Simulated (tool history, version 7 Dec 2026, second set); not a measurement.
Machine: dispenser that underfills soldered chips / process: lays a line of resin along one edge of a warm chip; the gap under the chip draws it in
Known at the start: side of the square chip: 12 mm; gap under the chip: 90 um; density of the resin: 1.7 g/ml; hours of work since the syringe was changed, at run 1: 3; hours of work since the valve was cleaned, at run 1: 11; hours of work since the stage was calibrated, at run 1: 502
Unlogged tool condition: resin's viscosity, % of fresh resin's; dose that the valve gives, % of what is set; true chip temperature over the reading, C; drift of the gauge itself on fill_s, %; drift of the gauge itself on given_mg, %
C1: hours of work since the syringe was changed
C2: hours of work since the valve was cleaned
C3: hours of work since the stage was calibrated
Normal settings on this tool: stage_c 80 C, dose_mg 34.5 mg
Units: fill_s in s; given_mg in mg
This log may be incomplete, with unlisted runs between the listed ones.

run 1 hour=0.0 | stage_c=80 dose_mg=34.5 | C1=3 C2=11 C3=502 | fill_s=117.6 given_mg=34.31
-- hour=9.7 new syringe of resin
run 2 hour=11.3 | stage_c=80 dose_mg=34.5 | C1=1 C2=19 C3=510 | fill_s=109.6 given_mg=34.19
-- hour=23.4 new syringe of resin
run 3 hour=26.0 | stage_c=82 dose_mg=34.5 | C1=2 C2=31 C3=522 | fill_s=111.9 given_mg=33.57
run 4 hour=36.1 | stage_c=82 dose_mg=34.5 | C1=10 C2=39 C3=530 | fill_s=147.1 given_mg=33.50
-- hour=37.4 new syringe of resin
-- hour=50.8 new syringe of resin
run 5 hour=51.2 | stage_c=82 dose_mg=34.5 | C1=0 C2=51 C3=541 | fill_s=102.5 given_mg=32.99
-- hour=61.1 dispensing valve cleaned and set on the balance
run 6 hour=63.5 | stage_c=80 dose_mg=31.6 | C1=9 C2=2 C3=551 | fill_s=148.3 given_mg=31.57
-- hour=65.0 new syringe of resin
run 7 hour=71.5 | stage_c=80 dose_mg=33.7 | C1=5 C2=8 C3=557 | fill_s=129.5 given_mg=33.46
-- hour=78.1 new syringe of resin
-- hour=84.1 stage's temperature calibrated
run 8 hour=88.9 | stage_c=80 dose_mg=34.5 | C1=8 C2=21 C3=4 | fill_s=129.3 given_mg=34.08
-- hour=92.3 new syringe of resin
-- hour=105.5 new syringe of resin
run 9 hour=105.5 | stage_c=80 dose_mg=34.5 | C1=0 C2=34 C3=17 | fill_s=99.7 given_mg=33.42
-- hour=119.2 new syringe of resin
run 10 hour=120.8 | stage_c=80 dose_mg=34.5 | C1=1 C2=46 C3=29 | fill_s=101.5 given_mg=33.10
run 11 hour=127.7 | stage_c=80 dose_mg=34.5 | C1=7 C2=51 C3=34 | fill_s=125.8 given_mg=33.01
-- hour=132.6 new syringe of resin
-- hour=136.6 dispensing valve cleaned and set on the balance
run 12 hour=138.4 | stage_c=80 dose_mg=34.5 | C1=4 C2=2 C3=42 | fill_s=111.9 given_mg=34.34
-- hour=147.3 new syringe of resin
run 13 hour=155.6 | stage_c=67 dose_mg=37.5 | C1=7 C2=15 C3=55 | fill_s=192.0 given_mg=36.84
-- hour=160.5 new syringe of resin
run 14 hour=171.2 | stage_c=78 dose_mg=44.0 | C1=9 C2=27 C3=67 | fill_s=139.5 given_mg=42.74
-- hour=174.1 new syringe of resin
run 15 hour=182.9 | stage_c=78 dose_mg=44.0 | C1=7 C2=36 C3=76 | fill_s=131.9 given_mg=42.50
-- hour=188.4 new syringe of resin
run 16 hour=190.5 | stage_c=83 dose_mg=32.1 | C1=2 C2=42 C3=82 | fill_s=99.2 given_mg=30.91
-- hour=201.9 new syringe of resin
run 17 hour=201.9 | stage_c=93 dose_mg=38.8 | C1=0 C2=51 C3=91 | fill_s=66.0 given_mg=37.15
-- hour=211.2 dispensing valve cleaned and set on the balance
-- hour=216.7 new syringe of resin
run 18 hour=217.0 | stage_c=83 dose_mg=35.5 | C1=0 C2=4 C3=102 | fill_s=90.6 given_mg=35.68
run 19 hour=224.5 | stage_c=82 dose_mg=35.5 | C1=6 C2=10 C3=108 | fill_s=114.3 given_mg=35.24
-- hour=230.3 new syringe of resin
run 20 hour=238.5 | stage_c=82 dose_mg=42.3 | C1=7 C2=21 C3=119 | fill_s=113.9 given_mg=41.87
-- hour=244.0 new syringe of resin
run 21 hour=252.7 | stage_c=82 dose_mg=42.3 | C1=7 C2=32 C3=130 | fill_s=120.4 given_mg=41.34
-- hour=257.5 new syringe of resin
run 22 hour=267.8 | stage_c=75 dose_mg=42.3 | C1=8 C2=44 C3=142 | fill_s=153.6 given_mg=40.88
-- hour=270.6 new syringe of resin
run 23 hour=280.0 | stage_c=91 dose_mg=34.5 | C1=8 C2=54 C3=152 | fill_s=95.0 given_mg=33.05
-- hour=284.4 new syringe of resin
-- hour=285.4 dispensing valve cleaned and set on the balance
run 24 hour=294.3 | stage_c=91 dose_mg=34.5 | C1=7 C2=7 C3=162 | fill_s=92.7 given_mg=34.33

Consider 4 possible next runs. They are alternatives, not a sequence: every one starts from the tool as it was left by run 24. What does each give?
-- hour=298.6 new syringe of resin
run A hour=310.0 | stage_c=80 dose_mg=30.2 | C1=9 C2=19 C3=174 | fill_s=? given_mg=?
-- hour=298.6 new syringe of resin
run B hour=310.0 | stage_c=85 dose_mg=37.0 | C1=9 C2=19 C3=174 | fill_s=? given_mg=?
-- hour=298.6 new syringe of resin
run C hour=310.0 | stage_c=91 dose_mg=35.1 | C1=9 C2=19 C3=174 | fill_s=? given_mg=?
-- hour=298.6 new syringe of resin
run D hour=310.0 | stage_c=73 dose_mg=34.5 | C1=9 C2=19 C3=174 | fill_s=? given_mg=?

run=A fill_s=143.5 given_mg=29.66
run=B fill_s=115.4 given_mg=36.58
run=C fill_s=99.0 given_mg=34.19
run=D fill_s=169.6 given_mg=33.45
Without the tool's hidden state the same runs would have given:
run=A fill_s=103.3 given_mg=30.33
run=B fill_s=83.3 given_mg=37.40
run=C fill_s=71.5 given_mg=34.97
run=D fill_s=122.1 given_mg=34.20

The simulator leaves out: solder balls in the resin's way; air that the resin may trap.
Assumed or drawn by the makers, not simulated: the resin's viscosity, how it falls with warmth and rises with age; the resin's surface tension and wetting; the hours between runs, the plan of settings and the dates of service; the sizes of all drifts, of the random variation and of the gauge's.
